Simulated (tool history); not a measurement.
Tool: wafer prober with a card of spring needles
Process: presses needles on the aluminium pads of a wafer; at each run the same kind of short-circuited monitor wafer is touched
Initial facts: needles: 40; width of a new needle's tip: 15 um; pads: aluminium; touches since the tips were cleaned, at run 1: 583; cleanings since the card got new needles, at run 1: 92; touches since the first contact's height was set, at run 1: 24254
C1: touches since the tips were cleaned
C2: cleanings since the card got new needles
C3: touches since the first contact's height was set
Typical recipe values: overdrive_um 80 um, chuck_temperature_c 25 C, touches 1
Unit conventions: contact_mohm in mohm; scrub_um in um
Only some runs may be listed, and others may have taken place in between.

{"run": 1, "hour": 0.0, "overdrive_um": 80, "chuck_temperature_c": 25, "touches": 1, "C1": 583, "C2": 92, "C3": 24254, "contact_mohm": 266, "scrub_um": 18.57}
{"hour": 8.4, "done": "tips cleaned on abrasive film"}
{"hour": 16.9, "done": "tips cleaned on abrasive film"}
{"hour": 25.3, "done": "tips cleaned on abrasive film"}
{"run": 2, "hour": 30.3, "overdrive_um": 80, "chuck_temperature_c": 25, "touches": 1, "C1": 2302, "C2": 95, "C3": 37918, "contact_mohm": 266, "scrub_um": 18.5}
{"hour": 34.6, "done": "tips cleaned on abrasive film"}
{"hour": 43.0, "done": "tips cleaned on abrasive film"}
{"hour": 51.5, "done": "tips cleaned on abrasive film"}
{"hour": 62.0, "done": "tips cleaned on abrasive film"}
{"run": 3, "hour": 65.5, "overdrive_um": 80, "chuck_temperature_c": 29, "touches": 1, "C1": 1595, "C2": 99, "C3": 53715, "contact_mohm": 270, "scrub_um": 18.49}
{"hour": 71.8, "done": "tips cleaned on abrasive film"}
{"hour": 80.3, "done": "tips cleaned on abrasive film"}
{"hour": 90.8, "done": "tips cleaned on abrasive film"}
{"hour": 99.2, "done": "tips cleaned on abrasive film"}
{"hour": 109.7, "done": "tips cleaned on abrasive film"}
{"hour": 118.5, "done": "tips cleaned on abrasive film"}
{"run": 4, "hour": 118.5, "overdrive_um": 80, "chuck_temperature_c": 25, "touches": 3, "C1": 0, "C2": 105, "C3": 77570, "contact_mohm": 264, "scrub_um": 18.55}
{"hour": 127.0, "done": "tips cleaned on abrasive film"}
{"hour": 135.4, "done": "tips cleaned on abrasive film"}
{"hour": 145.9, "done": "tips cleaned on abrasive film"}
{"hour": 154.3, "done": "tips cleaned on abrasive film"}
{"hour": 164.8, "done": "tips cleaned on abrasive film"}
{"hour": 174.8, "done": "tips cleaned on abrasive film"}
{"run": 5, "hour": 174.8, "overdrive_um": 80, "chuck_temperature_c": 25, "touches": 3, "C1": 0, "C2": 111, "C3": 102876, "contact_mohm": 268, "scrub_um": 18.51}
{"hour": 185.3, "done": "tips cleaned on abrasive film"}
{"hour": 195.8, "done": "tips cleaned on abrasive film"}
{"hour": 204.2, "done": "tips cleaned on abrasive film"}
{"hour": 214.7, "done": "tips cleaned on abrasive film"}
{"hour": 225.2, "done": "tips cleaned on abrasive film"}
{"run": 6, "hour": 230.4, "overdrive_um": 80, "chuck_temperature_c": 25, "touches": 3, "C1": 2362, "C2": 116, "C3": 127961, "contact_mohm": 267, "scrub_um": 18.53}
{"hour": 234.7, "done": "tips cleaned on abrasive film"}
{"hour": 243.1, "done": "tips cleaned on abrasive film"}
{"hour": 253.6, "done": "tips cleaned on abrasive film"}
{"hour": 264.1, "done": "tips cleaned on abrasive film"}
{"hour": 274.6, "done": "tips cleaned on abrasive film"}
{"hour": 285.1, "done": "tips cleaned on abrasive film"}
{"run": 7, "hour": 291.5, "overdrive_um": 80, "chuck_temperature_c": 25, "touches": 3, "C1": 2910, "C2": 122, "C3": 155488, "contact_mohm": 267, "scrub_um": 18.49}
{"hour": 293.7, "done": "tips cleaned on abrasive film"}
{"hour": 304.2, "done": "tips cleaned on abrasive film"}
{"hour": 314.8, "done": "tips cleaned on abrasive film"}
{"hour": 323.2, "done": "tips cleaned on abrasive film"}
{"hour": 333.7, "done": "tips cleaned on abrasive film"}
{"hour": 344.2, "done": "tips cleaned on abrasive film"}
{"run": 8, "hour": 349.8, "overdrive_um": 80, "chuck_temperature_c": 25, "touches": 3, "C1": 2558, "C2": 128, "C3": 181719, "contact_mohm": 268, "scrub_um": 18.56}
{"hour": 354.1, "done": "tips cleaned on abrasive film"}
{"hour": 362.5, "done": "tips cleaned on abrasive film"}
{"hour": 371.1, "done": "height of the first contact set anew"}
{"hour": 373.3, "done": "tips cleaned on abrasive film"}
{"hour": 381.7, "done": "tips cleaned on abrasive film"}
{"hour": 390.2, "done": "tips cleaned on abrasive film"}
{"hour": 400.2, "done": "tips cleaned on abrasive film"}
{"run": 9, "hour": 400.2, "overdrive_um": 80, "chuck_temperature_c": 31, "touches": 1, "C1": 0, "C2": 134, "C3": 13043, "contact_mohm": 274, "scrub_um": 18.58}
{"hour": 410.7, "done": "tips cleaned on abrasive film"}
{"hour": 421.2, "done": "tips cleaned on abrasive film"}
{"hour": 429.7, "done": "tips cleaned on abrasive film"}
{"hour": 440.2, "done": "tips cleaned on abrasive film"}
{"hour": 450.7, "done": "tips cleaned on abrasive film"}
{"run": 10, "hour": 450.7, "overdrive_um": 80, "chuck_temperature_c": 31, "touches": 1, "C1": 28, "C2": 139, "C3": 35795, "contact_mohm": 272, "scrub_um": 18.49}
{"hour": 459.2, "done": "tips cleaned on abrasive film"}
{"hour": 467.6, "done": "tips cleaned on abrasive film"}
{"hour": 476.1, "done": "tips cleaned on abrasive film"}
{"hour": 486.6, "done": "tips cleaned on abrasive film"}
{"run": 11, "hour": 491.5, "overdrive_um": 80, "chuck_temperature_c": 42, "touches": 1, "C1": 2248, "C2": 143, "C3": 54151, "contact_mohm": 273, "scrub_um": 18.56}
{"hour": 495.8, "done": "tips cleaned on abrasive film"}
{"hour": 506.3, "done": "tips cleaned on abrasive film"}
{"hour": 516.8, "done": "tips cleaned on abrasive film"}
{"hour": 527.3, "done": "tips cleaned on abrasive film"}
{"hour": 536.9, "done": "tips cleaned on abrasive film"}
{"run": 12, "hour": 536.9, "overdrive_um": 70, "chuck_temperature_c": 25, "touches": 1, "C1": 0, "C2": 148, "C3": 74573, "contact_mohm": 263, "scrub_um": 16.14}
{"hour": 547.4, "done": "tips cleaned on abrasive film"}
{"hour": 557.9, "done": "tips cleaned on abrasive film"}
{"hour": 568.4, "done": "tips cleaned on abrasive film"}
{"hour": 578.9, "done": "tips cleaned on abrasive film"}
{"hour": 587.4, "done": "tips cleaned on abrasive film"}
{"run": 13, "hour": 590.2, "overdrive_um": 70, "chuck_temperature_c": 25, "touches": 1, "C1": 1279, "C2": 153, "C3": 98576, "contact_mohm": 271, "scrub_um": 16.15}
{"hour": 596.5, "done": "tips cleaned on abrasive film"}
{"hour": 605.0, "done": "tips cleaned on abrasive film"}
{"hour": 615.5, "done": "tips cleaned on abrasive film"}
{"run": 14, "hour": 617.8, "overdrive_um": 85, "chuck_temperature_c": 25, "touches": 1, "C1": 1046, "C2": 156, "C3": 110985, "contact_mohm": 266, "scrub_um": 19.74}
{"hour": 624.1, "done": "tips cleaned on abrasive film"}
{"hour": 634.6, "done": "tips cleaned on abrasive film"}
{"hour": 645.1, "done": "tips cleaned on abrasive film"}
{"run": 15, "hour": 650.3, "overdrive_um": 85, "chuck_temperature_c": 61, "touches": 1, "C1": 2338, "C2": 159, "C3": 125633, "contact_mohm": 273, "scrub_um": 19.82}
{"hour": 654.5, "done": "tips cleaned on abrasive film"}
{"hour": 663.0, "done": "tips cleaned on abrasive film"}
{"hour": 673.5, "done": "tips cleaned on abrasive film"}
{"hour": 684.0, "done": "tips cleaned on abrasive film"}
{"hour": 692.4, "done": "tips cleaned on abrasive film"}
{"run": 16, "hour": 698.0, "overdrive_um": 85, "chuck_temperature_c": 61, "touches": 1, "C1": 2547, "C2": 164, "C3": 147116, "contact_mohm": 278, "scrub_um": 19.68}
{"hour": 702.3, "done": "tips cleaned on abrasive film"}
{"hour": 710.7, "done": "tips cleaned on abrasive film"}
{"hour": 721.2, "done": "tips cleaned on abrasive film"}
{"hour": 731.7, "done": "tips cleaned on abrasive film"}
{"hour": 742.2, "done": "tips cleaned on abrasive film"}
{"hour": 752.7, "done": "tips cleaned on abrasive film"}
{"run": 17, "hour": 758.7, "overdrive_um": 85, "chuck_temperature_c": 61, "touches": 1, "C1": 2695, "C2": 170, "C3": 174430, "contact_mohm": 275, "scrub_um": 19.73}
{"hour": 762.9, "done": "tips cleaned on abrasive film"}
{"hour": 771.4, "done": "tips cleaned on abrasive film"}
{"hour": 781.9, "done": "tips cleaned on abrasive film"}
{"run": 18, "hour": 788.9, "overdrive_um": 88, "chuck_temperature_c": 95, "touches": 1, "C1": 3198, "C2": 173, "C3": 188043, "contact_mohm": 292, "scrub_um": 20.35}
{"hour": 791.1, "done": "tips cleaned on abrasive film"}
{"hour": 797.6, "done": "height of the first contact set anew"}
{"hour": 801.9, "done": "tips cleaned on abrasive film"}
{"hour": 812.4, "done": "tips cleaned on abrasive film"}
{"hour": 822.9, "done": "tips cleaned on abrasive film"}
{"run": 19, "hour": 827.4, "overdrive_um": 74, "chuck_temperature_c": 62, "touches": 2, "C1": 2033, "C2": 177, "C3": 13396, "contact_mohm": 277, "scrub_um": 17.06}
{"hour": 831.6, "done": "tips cleaned on abrasive film"}
{"hour": 842.1, "done": "tips cleaned on abrasive film"}
{"hour": 850.6, "done": "tips cleaned on abrasive film"}
{"hour": 861.1, "done": "tips cleaned on abrasive film"}
{"hour": 871.6, "done": "tips cleaned on abrasive film"}
{"hour": 882.1, "done": "tips cleaned on abrasive film"}
{"run": 20, "hour": 882.4, "overdrive_um": 74, "chuck_temperature_c": 62, "touches": 2, "C1": 131, "C2": 183, "C3": 38142, "contact_mohm": 277, "scrub_um": 17.2}
{"hour": 890.8, "done": "tips cleaned on abrasive film"}
{"hour": 899.2, "done": "tips cleaned on abrasive film"}
{"hour": 909.7, "done": "tips cleaned on abrasive film"}
{"hour": 920.3, "done": "tips cleaned on abrasive film"}
{"run": 21, "hour": 928.0, "overdrive_um": 95, "chuck_temperature_c": 78, "touches": 1, "C1": 3540, "C2": 187, "C3": 58723, "contact_mohm": 279, "scrub_um": 21.95}
{"hour": 930.2, "done": "tips cleaned on abrasive film"}
{"hour": 940.7, "done": "tips cleaned on abrasive film"}
{"hour": 951.2, "done": "tips cleaned on abrasive film"}
{"hour": 959.7, "done": "tips cleaned on abrasive film"}
{"hour": 968.5, "done": "tips cleaned on abrasive film"}
{"run": 22, "hour": 968.5, "overdrive_um": 95, "chuck_temperature_c": 78, "touches": 1, "C1": 0, "C2": 192, "C3": 76903, "contact_mohm": 282, "scrub_um": 21.94}
{"hour": 979.0, "done": "tips cleaned on abrasive film"}
{"hour": 989.5, "done": "tips cleaned on abrasive film"}
{"hour": 1000.0, "done": "tips cleaned on abrasive film"}
{"hour": 1010.5, "done": "tips cleaned on abrasive film"}
{"run": 23, "hour": 1016.2, "overdrive_um": 96, "chuck_temperature_c": 30, "touches": 2, "C1": 2593, "C2": 196, "C3": 98431, "contact_mohm": 267, "scrub_um": 22.23}
{"hour": 1020.5, "done": "tips cleaned on abrasive film"}
{"hour": 1031.0, "done": "tips cleaned on abrasive film"}
{"hour": 1041.5, "done": "tips cleaned on abrasive film"}
{"run": 24, "hour": 1042.9, "overdrive_um": 81, "chuck_temperature_c": 25, "touches": 1, "C1": 608, "C2": 199, "C3": 110402, "contact_mohm": 268, "scrub_um": 18.74}
{"hour": 1051.3, "done": "tips cleaned on abrasive film"}
{"hour": 1059.7, "done": "tips cleaned on abrasive film"}
{"hour": 1070.2, "done": "tips cleaned on abrasive film"}
{"hour": 1078.7, "done": "tips cleaned on abrasive film"}
{"hour": 1087.1, "done": "tips cleaned on abrasive film"}
{"hour": 1097.6, "done": "tips cleaned on abrasive film"}
{"run": 25, "hour": 1102.0, "overdrive_um": 81, "chuck_temperature_c": 42, "touches": 1, "C1": 1985, "C2": 205, "C3": 137005, "contact_mohm": 276, "scrub_um": 18.78}

Forecast each of these 4 alternatives for the next run:
{"hour": 1106.2, "done": "tips cleaned on abrasive film"}
{"hour": 1114.7, "done": "tips cleaned on abrasive film"}
{"hour": 1125.2, "done": "tips cleaned on abrasive film"}
{"hour": 1133.6, "done": "tips cleaned on abrasive film"}
{"run": "A", "hour": 1136.6, "overdrive_um": 70, "chuck_temperature_c": 74, "touches": 3, "C1": 1367, "C2": 209, "C3": 152577, "contact_mohm": "?", "scrub_um": "?"}
{"hour": 1106.2, "done": "tips cleaned on abrasive film"}
{"hour": 1114.7, "done": "tips cleaned on abrasive film"}
{"hour": 1125.2, "done": "tips cleaned on abrasive film"}
{"hour": 1133.6, "done": "tips cleaned on abrasive film"}
{"run": "B", "hour": 1136.6, "overdrive_um": 81, "chuck_temperature_c": 44, "touches": 2, "C1": 1367, "C2": 209, "C3": 152577, "contact_mohm": "?", "scrub_um": "?"}
{"hour": 1106.2, "done": "tips cleaned on abrasive film"}
{"hour": 1114.7, "done": "tips cleaned on abrasive film"}
{"hour": 1125.2, "done": "tips cleaned on abrasive film"}
{"hour": 1133.6, "done": "tips cleaned on abrasive film"}
{"run": "C", "hour": 1136.6, "overdrive_um": 80, "chuck_temperature_c": 113, "touches": 2, "C1": 1367, "C2": 209, "C3": 152577, "contact_mohm": "?", "scrub_um": "?"}
{"hour": 1106.2, "done": "tips cleaned on abrasive film"}
{"hour": 1114.7, "done": "tips cleaned on abrasive film"}
{"hour": 1125.2, "done": "tips cleaned on abrasive film"}
{"hour": 1133.6, "done": "tips cleaned on abrasive film"}
{"run": "D", "hour": 1136.6, "overdrive_um": 89, "chuck_temperature_c": 26, "touches": 2, "C1": 1367, "C2": 209, "C3": 152577, "contact_mohm": "?", "scrub_um": "?"}

run=A contact_mohm=282 scrub_um=16.17
run=B contact_mohm=270 scrub_um=18.78
run=C contact_mohm=293 scrub_um=18.49
run=D contact_mohm=270 scrub_um=20.51
Take away the tool's hidden state, keep each run's random variation, and the runs would have read:
run=A contact_mohm=282 scrub_um=16.20
run=B contact_mohm=270 scrub_um=18.81
run=C contact_mohm=292 scrub_um=18.52
run=D contact_mohm=270 scrub_um=20.54
